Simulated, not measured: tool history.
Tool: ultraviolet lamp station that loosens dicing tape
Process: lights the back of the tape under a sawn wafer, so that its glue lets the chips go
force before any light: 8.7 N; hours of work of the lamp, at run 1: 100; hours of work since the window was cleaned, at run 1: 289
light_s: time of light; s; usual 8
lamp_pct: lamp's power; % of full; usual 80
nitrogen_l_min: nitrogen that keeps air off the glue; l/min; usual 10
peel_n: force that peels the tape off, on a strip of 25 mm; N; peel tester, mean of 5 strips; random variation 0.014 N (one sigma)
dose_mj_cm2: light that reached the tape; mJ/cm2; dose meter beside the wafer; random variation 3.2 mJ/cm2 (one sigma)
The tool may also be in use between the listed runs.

run,hour,light_s,lamp_pct,nitrogen_l_min,hours of work of the lamp,hours of work since the window was cleaned,peel_n,dose_mj_cm2
1,0.0,8,80,10,100,289,0.632,509
2,47.3,8,80,10,135,323,0.624,508
3,76.0,4,80,10,156,344,2.064,256
4,102.2,8,80,10,175,364,0.615,514
5,146.7,15,80,10,207,396,0.262,943
6,178.1,15,80,10,230,419,0.279,951
7,205.1,9,80,10,250,439,0.473,574
8,236.1,8,67,10,273,462,0.856,423
9,289.5,8,67,10,312,501,0.886,424
10,329.6,8,67,10,341,530,0.911,431
11,386.3,8,67,10,383,572,0.884,425
12,412.3,8,80,10,402,591,0.644,506
13,436.7,8,80,10,420,609,0.611,507
# hour 477.5: window cleaned of glue's vapour
14,478.0,8,80,10,450,0,0.666,510
15,530.6,8,80,10,488,39,0.620,508
16,571.7,8,74,10,518,69,0.716,468
17,609.7,8,74,10,546,97,0.748,466
18,637.6,8,74,10,566,117,0.714,468
19,695.5,8,74,10,609,160,0.718,469
20,725.6,8,74,10,631,182,0.731,474
21,784.6,8,74,10,674,225,0.739,466
22,821.9,8,80,10,701,252,0.634,512
23,868.0,11,80,17,735,286,0.307,701
# hour 880.3: lamp changed
24,894.3,11,75,8,10,304,0.457,660
25,933.5,13,66,10,39,333,0.385,681
26,977.1,7,66,6,71,365,1.491,366
27,1031.5,7,66,6,111,405,1.515,366
28,1078.6,9,60,12,145,439,0.784,432
29,1112.6,9,60,12,170,464,0.811,425
30,1147.3,9,94,6,195,490,0.496,674
31,1176.1,9,94,6,217,511,0.512,668
32,1235.3,9,80,10,260,554,0.510,569
33,1288.1,9,80,10,299,593,0.506,573
34,1342.3,9,80,10,338,632,0.504,566
# hour 1353.3: window cleaned of glue's vapour
35,1385.0,9,80,10,369,23,0.525,573
36,1440.4,9,80,10,410,64,0.521,574
37,1491.9,11,80,11,447,101,0.354,696
38,1544.5,8,80,3,486,140,1.354,500

Run 39 comes next. What will it give?
39,1593.6,8,72,10,522,176,?,?

Run 39 gave peel_n 0.756 N, dose_mj_cm2 459 mJ/cm2.
Without the tool's hidden state the same run would have given peel_n 0.753 N, dose_mj_cm2 460 mJ/cm2.

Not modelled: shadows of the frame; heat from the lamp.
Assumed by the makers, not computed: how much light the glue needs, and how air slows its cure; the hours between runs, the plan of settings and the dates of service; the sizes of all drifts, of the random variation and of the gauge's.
